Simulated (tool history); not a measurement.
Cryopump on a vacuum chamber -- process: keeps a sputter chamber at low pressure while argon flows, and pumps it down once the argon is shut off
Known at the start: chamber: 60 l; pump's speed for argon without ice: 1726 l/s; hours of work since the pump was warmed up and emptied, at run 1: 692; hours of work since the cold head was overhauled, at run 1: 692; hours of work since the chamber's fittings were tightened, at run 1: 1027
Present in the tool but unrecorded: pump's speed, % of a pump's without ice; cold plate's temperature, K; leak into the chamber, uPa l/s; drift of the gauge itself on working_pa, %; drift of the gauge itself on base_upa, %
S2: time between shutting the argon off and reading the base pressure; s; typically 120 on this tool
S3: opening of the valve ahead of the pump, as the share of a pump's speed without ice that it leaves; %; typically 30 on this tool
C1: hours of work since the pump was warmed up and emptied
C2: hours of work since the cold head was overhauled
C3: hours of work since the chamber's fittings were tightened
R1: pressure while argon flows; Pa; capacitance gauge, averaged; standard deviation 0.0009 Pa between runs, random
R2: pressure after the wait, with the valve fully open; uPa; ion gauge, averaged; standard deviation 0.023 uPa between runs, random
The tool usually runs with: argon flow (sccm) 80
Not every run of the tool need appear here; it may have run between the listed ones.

Run 1, hour 0.0: usual settings; C1 692; C2 692; C3 1027. Result: R1 0.2725 Pa, R2 1.97 uPa.
At hour 33.5: pump warmed up, emptied and cooled again.
Run 2, hour 33.5: usual settings but argon flow (sccm) 141; C1 0; C2 715; C3 1050. Result: R1 0.4637 Pa, R2 1.88 uPa.
Run 3, hour 56.8: usual settings; C1 19; C2 734; C3 1069. Result: R1 0.2618 Pa, R2 1.90 uPa.
Run 4, hour 76.2: usual settings; C1 35; C2 749; C3 1085. Result: R1 0.2630 Pa, R2 1.87 uPa.
Run 5, hour 100.2: usual settings; C1 54; C2 769; C3 1105. Result: R1 0.2622 Pa, R2 1.85 uPa.
Run 6, hour 138.3: usual settings but S3 48 %; C1 85; C2 800; C3 1136. Result: R1 0.1656 Pa, R2 1.96 uPa.
Run 7, hour 170.0: usual settings but argon flow (sccm) 74, S2 44 s; C1 111; C2 826; C3 1161. Result: R1 0.2449 Pa, R2 3.00 uPa.
Run 8, hour 201.3: usual settings but argon flow (sccm) 42, S2 44 s; C1 136; C2 851; C3 1187. Result: R1 0.1377 Pa, R2 3.16 uPa.
Run 9, hour 223.9: usual settings but argon flow (sccm) 42, S2 44 s; C1 155; C2 869; C3 1205. Result: R1 0.1383 Pa, R2 3.19 uPa.
At hour 251.0: leaking fittings of the chamber tightened, without venting.
Run 10, hour 264.9: usual settings but argon flow (sccm) 42, S2 30 s, S3 20 %; C1 186; C2 901; C3 11. Result: R1 0.2070 Pa, R2 2.72 uPa.
Run 11, hour 289.8: usual settings but S3 44 %; C1 207; C2 921; C3 32. Result: R1 0.1817 Pa, R2 0.84 uPa.

Here are 5 independent what-if runs from the current tool condition. What would each one return?
Run A, hour 316.0: usual settings but argon flow (sccm) 103, S2 92 s, S3 38 %; C1 228; C2 943; C3 53. Result: R1 ?, R2 ?.
Run B, hour 316.0: usual settings but argon flow (sccm) 49, S2 139 s, S3 44 %; C1 228; C2 943; C3 53. Result: R1 ?, R2 ?.
Run C, hour 316.0: usual settings but argon flow (sccm) 54, S3 20 %; C1 228; C2 943; C3 53. Result: R1 ?, R2 ?.
Run D, hour 316.0: usual settings but argon flow (sccm) 44, S2 87 s; C1 228; C2 943; C3 53. Result: R1 ?, R2 ?.
Run E, hour 316.0: usual settings but argon flow (sccm) 46, S2 44 s, S3 20 %; C1 228; C2 943; C3 53. Result: R1 ?, R2 ?.

run      R1    R2
  A  0.2692  1.12
  B  0.1113  0.86
  C  0.2680  0.91
  D  0.1475  1.17
  E  0.2284  2.02
Stripped of hidden state, with their random variation kept, the same runs would have yielded:
run      R1    R2
  A  0.2636  1.03
  B  0.1086  0.77
  C  0.2650  0.82
  D  0.1451  1.08
  E  0.2259  1.93
